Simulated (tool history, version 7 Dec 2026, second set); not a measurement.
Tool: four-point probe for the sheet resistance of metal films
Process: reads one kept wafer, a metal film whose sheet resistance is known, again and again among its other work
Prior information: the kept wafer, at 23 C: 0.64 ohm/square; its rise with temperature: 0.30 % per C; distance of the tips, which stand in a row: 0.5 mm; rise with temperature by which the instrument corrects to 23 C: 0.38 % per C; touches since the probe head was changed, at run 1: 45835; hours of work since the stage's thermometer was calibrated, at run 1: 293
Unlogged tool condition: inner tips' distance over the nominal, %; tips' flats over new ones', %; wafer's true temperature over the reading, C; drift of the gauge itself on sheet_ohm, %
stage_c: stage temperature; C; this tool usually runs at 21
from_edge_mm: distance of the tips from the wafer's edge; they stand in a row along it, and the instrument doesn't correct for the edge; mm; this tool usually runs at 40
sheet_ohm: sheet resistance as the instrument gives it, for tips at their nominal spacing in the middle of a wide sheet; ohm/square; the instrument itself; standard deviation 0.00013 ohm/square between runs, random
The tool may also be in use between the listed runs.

run	hour	stage_c	from_edge_mm	touches since the probe head was changed	hours of work since the stage's thermometer was calibrated	sheet_ohm
1	0	21	40	45835	293	0.642996
2	45.8	20	40	47412	313	0.643657
3	114	20	40	49757	343	0.643544
4	166.6	20	40	51567	366	0.643804
5	231.2	21	8	53791	394	0.644957
6	259.2	21	40	54756	406	0.643527
7	316.3	21	3	56721	431	0.652966
8	345.7	21	3	57732	444	0.653133
9	405.2	21	11	59778	470	0.644535
10	438.2	21	11	60916	484	0.644341
11	489.1	21	11	62667	506	0.644395
12	551.9	21	11	64829	534	0.644524
13	609.8	23	3	66821	559	0.652419
14	650.9	33	8	68233	577	0.63903
15	702.3	26	63	70003	599	0.641507
16	748.6	23	4	71598	619	0.64855
17	782.6	25	46	72768	634	0.642059
18	829.6	20	40	74384	655	0.644797
19	893.4	20	40	76581	683	0.645364
20	957.1	20	40	78771	710	0.645321
21	1014.4	20	40	80743	735	0.645164
22	1044.1	20	40	81765	748	0.645344
23	1102.4	19	45	83773	774	0.64609
24	1149.1	33	40	85379	794	0.638699

Branching from run 24: 5 alternative next runs. What would each branch give?
A	1202.3	28	40	87211	817	?
B	1202.3	27	26	87211	817	?
C	1202.3	31	40	87211	817	?
D	1202.3	20	8	87211	817	?
E	1202.3	33	7	87211	817	?

run	sheet_ohm
A	0.641292
B	0.641924
C	0.639924
D	0.646815
E	0.640357
Stripped of hidden state, with their random variation kept, the same runs would have yielded:
run	sheet_ohm
A	0.637352
B	0.637979
C	0.635999
D	0.642824
E	0.636433
